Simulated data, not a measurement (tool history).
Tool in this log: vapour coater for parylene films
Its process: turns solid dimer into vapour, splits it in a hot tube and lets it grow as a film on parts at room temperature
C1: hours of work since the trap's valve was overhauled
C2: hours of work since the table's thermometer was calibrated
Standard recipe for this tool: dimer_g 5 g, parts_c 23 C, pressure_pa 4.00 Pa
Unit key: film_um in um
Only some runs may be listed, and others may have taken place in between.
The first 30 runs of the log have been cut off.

{"run": 31, "hour": 900.5, "dimer_g": 2, "parts_c": 23, "pressure_pa": 8.01, "C1": 74, "C2": 1531, "film_um": 0.8}
{"run": 32, "hour": 924.5, "dimer_g": 2, "parts_c": 23, "pressure_pa": 8.01, "C1": 88, "C2": 1544, "film_um": 0.83}
{"run": 33, "hour": 962.9, "dimer_g": 3, "parts_c": 31, "pressure_pa": 2.61, "C1": 109, "C2": 1566, "film_um": 1.01}
{"run": 34, "hour": 997.6, "dimer_g": 3, "parts_c": 32, "pressure_pa": 2.2, "C1": 129, "C2": 1586, "film_um": 0.98}
{"run": 35, "hour": 1030.2, "dimer_g": 5, "parts_c": 23, "pressure_pa": 9.85, "C1": 147, "C2": 1604, "film_um": 1.92}
{"run": 36, "hour": 1072.9, "dimer_g": 5, "parts_c": 15, "pressure_pa": 8.27, "C1": 172, "C2": 1628, "film_um": 2.81}
{"run": 37, "hour": 1107.6, "dimer_g": 2, "parts_c": 19, "pressure_pa": 9.57, "C1": 191, "C2": 1648, "film_um": 0.9}
{"run": 38, "hour": 1151.6, "dimer_g": 3, "parts_c": 26, "pressure_pa": 2.6, "C1": 216, "C2": 1673, "film_um": 1.24}

3 ways to go on from here, each from the tool as it stands after run 38. What would each give?
{"run": "A", "hour": 1176.6, "dimer_g": 3, "parts_c": 26, "pressure_pa": 7.27, "C1": 230, "C2": 1687, "film_um": "?"}
{"run": "B", "hour": 1176.6, "dimer_g": 3, "parts_c": 26, "pressure_pa": 2.19, "C1": 230, "C2": 1687, "film_um": "?"}
{"run": "C", "hour": 1176.6, "dimer_g": 2, "parts_c": 25, "pressure_pa": 2.18, "C1": 230, "C2": 1687, "film_um": "?"}

run=A film_um=1.05
run=B film_um=1.26
run=C film_um=0.89
Without the tool's hidden state the same runs would have given:
run=A film_um=1.13
run=B film_um=1.36
run=C film_um=0.96
